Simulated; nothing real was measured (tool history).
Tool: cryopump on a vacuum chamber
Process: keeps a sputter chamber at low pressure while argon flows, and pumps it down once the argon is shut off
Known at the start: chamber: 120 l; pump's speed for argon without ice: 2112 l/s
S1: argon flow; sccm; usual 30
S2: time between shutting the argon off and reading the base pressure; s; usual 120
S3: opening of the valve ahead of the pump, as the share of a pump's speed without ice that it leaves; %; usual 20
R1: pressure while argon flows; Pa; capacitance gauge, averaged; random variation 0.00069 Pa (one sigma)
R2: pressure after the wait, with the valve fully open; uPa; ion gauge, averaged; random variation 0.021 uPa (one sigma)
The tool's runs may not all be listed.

run 1 hour=0 | S1=30 S2=120 S3=20 | R1=0.1243 R2=1.3
run 2 hour=36.6 | S1=30 S2=120 S3=20 | R1=0.1245 R2=1.31
run 3 hour=60.4 | S1=30 S2=120 S3=24 | R1=0.1043 R2=1.3
run 4 hour=84.3 | S1=20 S2=120 S3=24 | R1=0.0698 R2=1.36
run 5 hour=137.2 | S1=17 S2=120 S3=20 | R1=0.0714 R2=1.35
run 6 hour=174.2 | S1=17 S2=120 S3=20 | R1=0.0706 R2=1.35
run 7 hour=209.7 | S1=30 S2=21 S3=20 | R1=0.1248 R2=2.7

Forecast run 8:
run 8 hour=253.2 | S1=30 S2=21 S3=15 | R1=? R2=?

R1: 0.166 Pa
R2: 2.68 uPa
Without the tool's hidden state the same run would have given R1 0.1607 Pa, R2 1.7 uPa.
